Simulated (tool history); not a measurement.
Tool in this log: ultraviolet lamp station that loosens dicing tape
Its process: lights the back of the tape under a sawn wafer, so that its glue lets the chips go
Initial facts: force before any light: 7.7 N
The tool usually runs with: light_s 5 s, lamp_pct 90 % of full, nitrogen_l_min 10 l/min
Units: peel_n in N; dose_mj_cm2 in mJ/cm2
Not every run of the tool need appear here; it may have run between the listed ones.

Run 1, hour 0: usual settings. Result: peel_n 0.466 N, dose_mj_cm2 378 mJ/cm2.
Run 2, hour 8.5: usual settings. Result: peel_n 0.472 N, dose_mj_cm2 376 mJ/cm2.
Run 3, hour 17.3: usual settings. Result: peel_n 0.493 N, dose_mj_cm2 382 mJ/cm2.
Run 4, hour 22.6: usual settings but light_s 3 s. Result: peel_n 1.403 N, dose_mj_cm2 227 mJ/cm2.
Run 5, hour 31.7: usual settings but light_s 3 s, lamp_pct 70 % of full. Result: peel_n 2.025 N, dose_mj_cm2 174 mJ/cm2.
Run 6, hour 39.9: usual settings but nitrogen_l_min 4 l/min. Result: peel_n 1.126 N, dose_mj_cm2 378 mJ/cm2.
Run 7, hour 45.1: usual settings but nitrogen_l_min 4 l/min. Result: peel_n 1.108 N, dose_mj_cm2 375 mJ/cm2.
Run 8, hour 51.2: usual settings. Result: peel_n 0.497 N, dose_mj_cm2 375 mJ/cm2.
Run 9, hour 58.1: usual settings. Result: peel_n 0.5 N, dose_mj_cm2 370 mJ/cm2.
Run 10, hour 67.5: usual settings but nitrogen_l_min 3 l/min. Result: peel_n 1.38 N, dose_mj_cm2 368 mJ/cm2.
Run 11, hour 73.6: usual settings but nitrogen_l_min 3 l/min. Result: peel_n 1.372 N, dose_mj_cm2 371 mJ/cm2.
Run 12, hour 82.7: usual settings but nitrogen_l_min 3 l/min. Result: peel_n 1.443 N, dose_mj_cm2 367 mJ/cm2.
Run 13, hour 90.9: usual settings but light_s 3 s. Result: peel_n 1.416 N, dose_mj_cm2 225 mJ/cm2.
Run 14, hour 96.6: usual settings. Result: peel_n 0.509 N, dose_mj_cm2 367 mJ/cm2.
Run 15, hour 105.6: usual settings but lamp_pct 82 % of full. Result: peel_n 0.63 N, dose_mj_cm2 331 mJ/cm2.
Run 16, hour 109.6: usual settings but lamp_pct 68 % of full, nitrogen_l_min 13 l/min. Result: peel_n 0.816 N, dose_mj_cm2 278 mJ/cm2.
Run 17, hour 116.4: usual settings but light_s 9 s. Result: peel_n 0.152 N, dose_mj_cm2 657 mJ/cm2.
Run 18, hour 120.5: usual settings but light_s 6 s, lamp_pct 100 % of full, nitrogen_l_min 16 l/min. Result: peel_n 0.181 N, dose_mj_cm2 489 mJ/cm2.

Expected results for the next run?
Run 19, hour 126.8: usual settings but lamp_pct 64 % of full, nitrogen_l_min 9 l/min. Result: peel_n ?, dose_mj_cm2 ?.

peel_n: 1.179 N
dose_mj_cm2: 260 mJ/cm2
Were there no unlogged condition in the tool, this run, its random variation unchanged, would have produced peel_n 0.883 N, dose_mj_cm2 302 mJ/cm2.
